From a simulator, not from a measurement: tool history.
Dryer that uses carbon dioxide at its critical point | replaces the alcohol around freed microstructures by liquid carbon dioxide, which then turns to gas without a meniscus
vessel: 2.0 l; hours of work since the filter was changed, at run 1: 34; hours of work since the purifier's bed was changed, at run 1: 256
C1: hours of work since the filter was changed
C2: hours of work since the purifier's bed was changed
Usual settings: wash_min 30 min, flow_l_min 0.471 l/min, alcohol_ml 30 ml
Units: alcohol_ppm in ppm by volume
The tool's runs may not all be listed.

Run 1, hour 0: usual settings; C1 34; C2 256. Result: alcohol_ppm 119 ppm by volume.
Run 2, hour 8.2: usual settings but wash_min 28 min; C1 38; C2 261. Result: alcohol_ppm 150 ppm by volume.
Run 3, hour 19.7: usual settings but wash_min 28 min; C1 45; C2 267. Result: alcohol_ppm 148 ppm by volume.
Run 4, hour 30.7: usual settings but wash_min 28 min; C1 51; C2 273. Result: alcohol_ppm 154 ppm by volume.
Run 5, hour 37.7: usual settings but wash_min 28 min; C1 55; C2 277. Result: alcohol_ppm 146 ppm by volume.
Run 6, hour 50.2: usual settings but wash_min 28 min; C1 62; C2 284. Result: alcohol_ppm 158 ppm by volume.
Run 7, hour 62.4: usual settings but wash_min 28 min; C1 68; C2 291. Result: alcohol_ppm 156 ppm by volume.
Run 8, hour 68.6: usual settings but wash_min 28 min; C1 72; C2 294. Result: alcohol_ppm 152 ppm by volume.
Run 9, hour 77.6: usual settings but wash_min 28 min; C1 77; C2 299. Result: alcohol_ppm 158 ppm by volume.
Run 10, hour 87.7: usual settings but wash_min 28 min; C1 82; C2 305. Result: alcohol_ppm 161 ppm by volume.
Run 11, hour 97.5: usual settings but wash_min 43 min, flow_l_min 0.433 l/min, alcohol_ml 73 ml; C1 88; C2 310. Result: alcohol_ppm 101 ppm by volume.
Run 12, hour 108.5: usual settings but wash_min 43 min, flow_l_min 0.608 l/min, alcohol_ml 51 ml; C1 94; C2 316. Result: alcohol_ppm 67 ppm by volume.
Run 13, hour 118.9: usual settings but wash_min 46 min, flow_l_min 0.384 l/min, alcohol_ml 51 ml; C1 100; C2 322. Result: alcohol_ppm 102 ppm by volume.
Run 14, hour 125.1: usual settings but wash_min 34 min, flow_l_min 0.776 l/min, alcohol_ml 29 ml; C1 103; C2 325. Result: alcohol_ppm 79 ppm by volume.
Run 15, hour 137.6: usual settings but wash_min 37 min, flow_l_min 0.598 l/min, alcohol_ml 66 ml; C1 110; C2 332. Result: alcohol_ppm 78 ppm by volume.
Run 16, hour 144.9: usual settings but wash_min 23 min, flow_l_min 0.619 l/min, alcohol_ml 36 ml; C1 114; C2 336. Result: alcohol_ppm 150 ppm by volume.
Run 17, hour 153.1: usual settings but wash_min 21 min, flow_l_min 0.743 l/min, alcohol_ml 37 ml; C1 119; C2 341. Result: alcohol_ppm 118 ppm by volume.
Run 18, hour 161.4: usual settings but wash_min 22 min, flow_l_min 0.588 l/min, alcohol_ml 59 ml; C1 123; C2 346. Result: alcohol_ppm 273 ppm by volume.
Run 19, hour 167.3: usual settings but wash_min 22 min, flow_l_min 0.461 l/min, alcohol_ml 59 ml; C1 126; C2 349. Result: alcohol_ppm 686 ppm by volume.
Run 20, hour 180.1: usual settings but wash_min 23 min, alcohol_ml 64 ml; C1 134; C2 356. Result: alcohol_ppm 602 ppm by volume.

Forecast each of these 4 alternatives for the next run:
Run A, hour 192: usual settings but wash_min 22 min; C1 140; C2 363. Result: alcohol_ppm ?.
Run B, hour 192: usual settings but alcohol_ml 31 ml; C1 140; C2 363. Result: alcohol_ppm ?.
Run C, hour 192: usual settings but flow_l_min 0.723 l/min, alcohol_ml 28 ml; C1 140; C2 363. Result: alcohol_ppm ?.
Run D, hour 192: usual settings but flow_l_min 0.439 l/min; C1 140; C2 363. Result: alcohol_ppm ?.

run  alcohol_ppm
  A          373
  B          152
  C           79
  D          174
Without the tool's hidden state the same runs would have given:
run  alcohol_ppm
  A          255
  B           63
  C            4
  D           82
